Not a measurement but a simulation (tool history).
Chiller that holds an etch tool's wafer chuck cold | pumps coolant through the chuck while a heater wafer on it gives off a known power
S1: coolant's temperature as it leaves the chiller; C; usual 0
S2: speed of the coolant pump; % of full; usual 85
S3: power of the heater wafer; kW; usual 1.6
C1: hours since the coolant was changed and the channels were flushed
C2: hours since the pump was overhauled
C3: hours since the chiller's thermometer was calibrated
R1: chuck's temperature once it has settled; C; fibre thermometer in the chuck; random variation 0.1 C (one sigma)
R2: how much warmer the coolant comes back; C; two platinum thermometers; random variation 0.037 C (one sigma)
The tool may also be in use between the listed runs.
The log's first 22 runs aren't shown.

Run 23, hour 1050.7: usual settings but S1 -2 C, S3 1.031 kW; C1 645; C2 371; C3 2032. Result: R1 7.7 C, R2 4.52 C.
At hour 1094.4: chiller's thermometer calibrated.
Run 24, hour 1101.2: usual settings but S1 8 C, S2 99 % of full, S3 2.386 kW; C1 695; C2 421; C3 7. Result: R1 27.7 C, R2 9.11 C.
Run 25, hour 1137.8: usual settings but S2 76 % of full, S3 1.925 kW; C1 731; C2 457; C3 43. Result: R1 19.4 C, R2 9.58 C.
Run 26, hour 1188.8: usual settings but S2 76 % of full, S3 1.925 kW; C1 782; C2 508; C3 94. Result: R1 19.6 C, R2 9.53 C.
Run 27, hour 1234.2: usual settings but S2 76 % of full, S3 1.925 kW; C1 828; C2 554; C3 140. Result: R1 19.6 C, R2 9.51 C.
Run 28, hour 1288.9: usual settings but S3 2.375 kW; C1 882; C2 608; C3 195. Result: R1 22.6 C, R2 10.66 C.
Run 29, hour 1337.7: usual settings but S1 8 C, S2 74 % of full; C1 931; C2 657; C3 243. Result: R1 24.7 C, R2 8.14 C.
Run 30, hour 1384.7: usual settings but S1 8 C, S2 74 % of full; C1 978; C2 704; C3 290. Result: R1 24.9 C, R2 8.2 C.
Run 31, hour 1447.4: usual settings but S2 86 % of full; C1 1041; C2 767; C3 353. Result: R1 15 C, R2 7.06 C.
Run 32, hour 1493.1: usual settings but S1 -9 C, S2 90 % of full; C1 1086; C2 812; C3 399. Result: R1 5.8 C, R2 6.77 C.

Forecast each of these 4 alternatives for the next run:
Run A, hour 1524.6: usual settings but S2 99 % of full; C1 1118; C2 844; C3 430. Result: R1 ?, R2 ?.
Run B, hour 1524.6: usual settings but S1 4 C, S2 69 % of full, S3 1.02 kW; C1 1118; C2 844; C3 430. Result: R1 ?, R2 ?.
Run C, hour 1524.6: usual settings but S1 -1 C, S2 74 % of full; C1 1118; C2 844; C3 430. Result: R1 ?, R2 ?.
Run D, hour 1524.6: usual settings but S2 64 % of full; C1 1118; C2 844; C3 430. Result: R1 ?, R2 ?.

run    R1    R2
  A  13.8  6.22
  B  15.4  5.59
  C  15.9  8.22
  D  18.9  9.45
Without the tool's hidden state the same runs would have given:
run    R1    R2
  A  12.9  6.02
  B  14.7   5.4
  C  14.9  7.95
  D  17.7  9.15
